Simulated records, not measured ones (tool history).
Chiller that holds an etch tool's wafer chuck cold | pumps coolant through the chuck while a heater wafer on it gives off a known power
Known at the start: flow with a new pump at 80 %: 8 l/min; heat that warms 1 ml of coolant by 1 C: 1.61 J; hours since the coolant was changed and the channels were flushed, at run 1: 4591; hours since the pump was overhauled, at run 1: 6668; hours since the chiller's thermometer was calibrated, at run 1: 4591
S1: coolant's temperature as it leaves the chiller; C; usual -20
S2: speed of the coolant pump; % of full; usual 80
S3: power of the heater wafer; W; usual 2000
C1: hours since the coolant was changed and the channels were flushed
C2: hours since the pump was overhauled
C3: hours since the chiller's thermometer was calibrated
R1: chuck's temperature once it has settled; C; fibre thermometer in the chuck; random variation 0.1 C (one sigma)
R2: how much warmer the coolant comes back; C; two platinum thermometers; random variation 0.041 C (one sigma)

run    hour   S1  S2    S3    C1    C2    C3    R1     R2
  1       0  -20  80  2000  4591  6668  4591  15.6  11.06
  2   104.3  -15  80  2000  4696  6772  4696    21  11.16
  3   295.7  -29  80  2000  4887  6963  4887   7.4  11.16
  4   445.8  -20  80  2000  5037  7113  5037  16.8  11.26
  5   570.3  -20  80  2000  5162  7238  5162    17  11.27
  6   722.4  -20  80  2000  5314  7390  5314  17.3  11.31
      827.4  -- coolant changed, channels flushed
      882.4  -- chiller's thermometer calibrated
  7   939.9  -20  60  2000   111  7601    57  21.4  15.58
  8  1037.1  -20  80  2299   209  7698   155  16.1  13.05
  9    1139  -20  80  2299   311  7800   257  16.3  13.07
 10  1343.9  -20  80  2299   516  8005   461  16.4  13.23
 11  1496.7  -20  80  2000   668  8157   614    12  11.51
 12  1662.7  -20  80  2000   834  8323   780  12.4  11.64
 13  1862.3  -20  80  2000  1034  8523   980  12.9  11.71
 14  2076.2  -20  80  2000  1248  8737  1194  13.2  11.76
 15  2183.5  -18  80  2000  1355  8844  1301  15.4  11.76
 16  2295.7  -18  80  2000  1467  8956  1413  15.5  11.78
     2319.6  -- coolant pump overhauled
 17  2478.2  -26  85  2659  1645   159  1591   8.6   11.7
 18    2654  -20  81  2000  1821   334  1767   7.5   9.28
 19  2792.1  -27  73  2000  1959   472  1905   3.7  10.52
 20  2892.4  -20  96  2000  2059   573  2005   3.4   7.73
 21  3051.8  -10  80  1584  2218   732  2164  12.5   7.49
 22    3230  -10  80  1584  2397   910  2343  12.7   7.54
 23  3410.2  -10  87  2002  2577  1091  2523  16.5   8.72
 24  3600.2  -13  79  2363  2767  1281  2713  21.9  11.54
 25  3802.8  -17  80  2000  2969  1483  2915  12.8   9.66
 26  3958.3  -11  94  2000  3125  1639  3071  14.5   8.08

Hidden state at the last listed run before each entry between runs and at the first one after, where it differs:
Between runs 6 and 7: coolant changed, channels flushed (hour 827.4); chiller's thermometer calibrated (hour 882.4)
  heat passed by the chuck's channels, % of clean ones': 76.9 -> 99.3; flow at a given pump speed, % of a new pump's: 82.5 -> 82; coolant's true temperature over the reading, C: -0.73 -> -0.06
  measured less the result without the state, R1: +11.5 -> +6.9 C; R2: +1.98 -> +2.8 C
Between runs 16 and 17: coolant pump overhauled (hour 2319.6)
  heat passed by the chuck's channels, % of clean ones': 93.4 -> 92.8; flow at a given pump speed, % of a new pump's: 78.9 -> 99.3; coolant's true temperature over the reading, C: -0.27 -> -0.29
  measured less the result without the state, R1: +7.6 -> +2 C; R2: +2.49 -> +0.08 C
